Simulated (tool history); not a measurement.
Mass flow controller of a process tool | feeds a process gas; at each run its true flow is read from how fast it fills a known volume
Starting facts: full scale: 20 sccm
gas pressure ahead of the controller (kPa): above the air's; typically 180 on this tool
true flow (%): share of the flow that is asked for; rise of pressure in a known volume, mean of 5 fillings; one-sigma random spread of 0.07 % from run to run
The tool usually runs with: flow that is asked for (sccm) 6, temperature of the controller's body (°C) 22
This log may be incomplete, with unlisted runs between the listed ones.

| run | hour | flow that is asked for (sccm) | gas pressure ahead of the controller (kPa) | temperature of the controller's body (°C) | true flow (%) |
|---|---|---|---|---|---|
| 1 | 0 | 6 | 180 | 22 | 104.23 |
| 2 | 78 | 6 | 180 | 22 | 104.27 |
| 3 | 212.5 | 6 | 180 | 22 | 104.2 |
| 4 | 303.8 | 6 | 180 | 22 | 104.49 |
| 5 | 362.7 | 6 | 180 | 22 | 104.39 |
| 6 | 499.8 | 6 | 180 | 22 | 104.46 |
| 7 | 564.7 | 6 | 180 | 22 | 104.56 |
| 8 | 679.9 | 6 | 180 | 22 | 104.59 |
|  | 725 | controller exchanged for a calibrated one |
| 9 | 790.8 | 6 | 180 | 22 | 98.58 |
| 10 | 853.4 | 6 | 180 | 22 | 98.56 |
| 11 | 973.8 | 6 | 180 | 22 | 98.63 |

Predict each of these 4 candidate next runs independently; none follows another, all start after run 11:
| A | 1104.9 | 6 | 145 | 31 | ? |
| B | 1104.9 | 4 | 180 | 38 | ? |
| C | 1104.9 | 6 | 167 | 37 | ? |
| D | 1104.9 | 14 | 253 | 26 | ? |

| run | true flow (%) |
|---|---|
| A | 97.85 |
| B | 96.79 |
| C | 97.11 |
| D | 98.85 |
With no hidden state in the tool, these same runs would have given:
| run | true flow (%) |
|---|---|
| A | 97.55 |
| B | 96.38 |
| C | 96.81 |
| D | 98.67 |

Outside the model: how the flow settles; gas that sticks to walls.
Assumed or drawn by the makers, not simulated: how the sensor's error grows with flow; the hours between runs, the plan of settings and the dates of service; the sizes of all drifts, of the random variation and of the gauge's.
